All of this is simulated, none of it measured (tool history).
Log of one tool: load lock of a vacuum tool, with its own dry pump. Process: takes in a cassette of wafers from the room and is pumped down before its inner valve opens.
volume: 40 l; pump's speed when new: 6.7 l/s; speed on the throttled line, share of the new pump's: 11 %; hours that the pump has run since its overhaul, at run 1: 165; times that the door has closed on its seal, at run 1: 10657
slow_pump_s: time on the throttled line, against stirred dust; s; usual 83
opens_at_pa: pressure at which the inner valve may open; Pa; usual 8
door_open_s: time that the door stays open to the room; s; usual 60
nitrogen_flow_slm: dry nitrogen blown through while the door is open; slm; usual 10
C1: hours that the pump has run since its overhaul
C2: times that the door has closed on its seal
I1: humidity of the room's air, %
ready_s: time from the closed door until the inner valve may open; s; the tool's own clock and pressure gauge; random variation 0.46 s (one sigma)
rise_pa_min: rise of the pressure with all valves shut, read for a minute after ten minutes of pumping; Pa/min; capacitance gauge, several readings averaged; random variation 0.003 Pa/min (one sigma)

run 1 day=0 | slow_pump_s=83 opens_at_pa=8 door_open_s=60 nitrogen_flow_slm=10 | C1=165 C2=10657 | I1=45.6 | ready_s=130.1 rise_pa_min=0.027
run 2 day=12.45 | slow_pump_s=83 opens_at_pa=8 door_open_s=60 nitrogen_flow_slm=10 | C1=463 C2=11439 | I1=46 | ready_s=130.5 rise_pa_min=0.028
run 3 day=30.558 | slow_pump_s=83 opens_at_pa=8 door_open_s=60 nitrogen_flow_slm=10 | C1=898 C2=12575 | I1=44.8 | ready_s=131.1 rise_pa_min=0.023
run 4 day=38.367 | slow_pump_s=83 opens_at_pa=8 door_open_s=60 nitrogen_flow_slm=31 | C1=1085 C2=13065 | I1=45.4 | ready_s=131.1 rise_pa_min=0.017
run 5 day=53.871 | slow_pump_s=83 opens_at_pa=8 door_open_s=60 nitrogen_flow_slm=15 | C1=1457 C2=14039 | I1=45.3 | ready_s=131.2 rise_pa_min=0.021
run 6 day=68.692 | slow_pump_s=83 opens_at_pa=8 door_open_s=60 nitrogen_flow_slm=15 | C1=1813 C2=14969 | I1=43.5 | ready_s=130.8 rise_pa_min=0.021
run 7 day=86.042 | slow_pump_s=83 opens_at_pa=8 door_open_s=60 nitrogen_flow_slm=10 | C1=2230 C2=16058 | I1=43.3 | ready_s=130.2 rise_pa_min=0.026
run 8 day=101.912 | slow_pump_s=83 opens_at_pa=8 door_open_s=60 nitrogen_flow_slm=10 | C1=2610 C2=17054 | I1=48.3 | ready_s=130.9 rise_pa_min=0.03
run 9 day=116.858 | slow_pump_s=83 opens_at_pa=8 door_open_s=60 nitrogen_flow_slm=10 | C1=2969 C2=17992 | I1=46.7 | ready_s=130.5 rise_pa_min=0.021
run 10 day=133.733 | slow_pump_s=83 opens_at_pa=8 door_open_s=60 nitrogen_flow_slm=10 | C1=3374 C2=19051 | I1=46.9 | ready_s=131.3 rise_pa_min=0.026
run 11 day=144.496 | slow_pump_s=83 opens_at_pa=8 door_open_s=60 nitrogen_flow_slm=10 | C1=3632 C2=19727 | I1=42.6 | ready_s=130.9 rise_pa_min=0.023
run 12 day=161.304 | slow_pump_s=83 opens_at_pa=8 door_open_s=60 nitrogen_flow_slm=10 | C1=4036 C2=20782 | I1=44.7 | ready_s=131 rise_pa_min=0.024
run 13 day=169.492 | slow_pump_s=83 opens_at_pa=8 door_open_s=60 nitrogen_flow_slm=10 | C1=4232 C2=21295 | I1=43.8 | ready_s=131.5 rise_pa_min=0.027
run 14 day=182.962 | slow_pump_s=70 opens_at_pa=8 door_open_s=60 nitrogen_flow_slm=10 | C1=4556 C2=22141 | I1=44.4 | ready_s=119.4 rise_pa_min=0.02
run 15 day=195.329 | slow_pump_s=70 opens_at_pa=8 door_open_s=60 nitrogen_flow_slm=10 | C1=4852 C2=22917 | I1=42.5 | ready_s=119.6 rise_pa_min=0.025
run 16 day=211.808 | slow_pump_s=70 opens_at_pa=8 door_open_s=60 nitrogen_flow_slm=10 | C1=5248 C2=23951 | I1=44.9 | ready_s=119.9 rise_pa_min=0.024
run 17 day=219.142 | slow_pump_s=70 opens_at_pa=8 door_open_s=60 nitrogen_flow_slm=10 | C1=5424 C2=24412 | I1=44.2 | ready_s=119.6 rise_pa_min=0.029
run 18 day=230.817 | slow_pump_s=70 opens_at_pa=8 door_open_s=60 nitrogen_flow_slm=10 | C1=5704 C2=25144 | I1=44.8 | ready_s=119.3 rise_pa_min=0.029
run 19 day=248.075 | slow_pump_s=119 opens_at_pa=8 door_open_s=101 nitrogen_flow_slm=10 | C1=6118 C2=26228 | I1=42.2 | ready_s=162.1 rise_pa_min=0.029
run 20 day=262.971 | slow_pump_s=83 opens_at_pa=16 door_open_s=144 nitrogen_flow_slm=10 | C1=6476 C2=27163 | I1=43.8 | ready_s=126.6 rise_pa_min=0.036
run 21 day=273.633 | slow_pump_s=83 opens_at_pa=16 door_open_s=144 nitrogen_flow_slm=10 | C1=6732 C2=27832 | I1=45.5 | ready_s=126.9 rise_pa_min=0.033
run 22 day=282.062 | slow_pump_s=117 opens_at_pa=12 door_open_s=60 nitrogen_flow_slm=14 | C1=6934 C2=28361 | I1=47.6 | ready_s=158.4 rise_pa_min=0.024

Forecast run 23:
run 23 day=290.925 | slow_pump_s=159 opens_at_pa=10 door_open_s=61 nitrogen_flow_slm=25 | C1=7147 C2=28917 | I1=45.2 | ready_s=? rise_pa_min=?

{"run 23": {"ready_s": 197.4, "rise_pa_min": 0.026}}
Without the tool's hidden state the same run would have given ready_s 197.4 s, rise_pa_min 0.025 Pa/min.
